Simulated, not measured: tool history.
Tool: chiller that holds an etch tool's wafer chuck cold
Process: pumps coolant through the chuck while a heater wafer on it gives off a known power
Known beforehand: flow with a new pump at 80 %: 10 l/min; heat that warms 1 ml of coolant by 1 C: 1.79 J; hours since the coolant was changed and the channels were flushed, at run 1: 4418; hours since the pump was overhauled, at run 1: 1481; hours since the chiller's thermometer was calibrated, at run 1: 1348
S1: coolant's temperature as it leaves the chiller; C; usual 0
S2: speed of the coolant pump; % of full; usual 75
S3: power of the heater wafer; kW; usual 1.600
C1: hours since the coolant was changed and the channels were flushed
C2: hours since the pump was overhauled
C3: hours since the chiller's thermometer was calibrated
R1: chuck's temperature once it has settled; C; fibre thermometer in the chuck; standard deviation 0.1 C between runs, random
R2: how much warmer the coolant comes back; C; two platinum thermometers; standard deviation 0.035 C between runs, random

Run 1, hour 0.0: usual settings; C1 4418; C2 1481; C3 1348. Result: R1 18.2 C, R2 5.74 C.
Run 2, hour 20.5: usual settings but S3 1.815 kW; C1 4439; C2 1501; C3 1369. Result: R1 20.6 C, R2 6.48 C.
Run 3, hour 49.9: usual settings but S3 1.815 kW; C1 4468; C2 1531; C3 1398. Result: R1 20.5 C, R2 6.44 C.
Run 4, hour 83.5: usual settings but S3 1.815 kW; C1 4502; C2 1564; C3 1432. Result: R1 20.6 C, R2 6.46 C.
Run 5, hour 116.7: usual settings but S3 1.815 kW; C1 4535; C2 1597; C3 1465. Result: R1 20.5 C, R2 6.44 C.
Run 6, hour 154.5: usual settings but S3 1.815 kW; C1 4573; C2 1635; C3 1503. Result: R1 20.7 C, R2 6.40 C.
Run 7, hour 179.4: usual settings; C1 4598; C2 1660; C3 1528. Result: R1 18.1 C, R2 5.67 C.
Run 8, hour 198.8: usual settings but S1 9 C; C1 4617; C2 1680; C3 1547. Result: R1 27.4 C, R2 5.59 C.
Run 9, hour 230.7: usual settings but S3 1.038 kW; C1 4649; C2 1711; C3 1579. Result: R1 11.9 C, R2 3.60 C.
Run 10, hour 254.9: usual settings but S1 5 C, S2 68 % of full, S3 1.565 kW; C1 4673; C2 1736; C3 1603. Result: R1 24.0 C, R2 6.03 C.
Run 11, hour 299.8: usual settings but S1 3 C, S2 65 % of full, S3 2.058 kW; C1 4718; C2 1781; C3 1648. Result: R1 28.5 C, R2 8.37 C.

Estimate the outcome of run 12 from the log above:
Run 12, hour 341.0: usual settings but S2 87 % of full; C1 4759; C2 1822; C3 1689. Result: R1 ?, R2 ?.

Run 12 came out at R1 16.6 C, R2 4.82 C.
With the hidden condition absent and the run-to-run variation left alone, this run would have shown R1 16.6 C, R2 4.99 C.
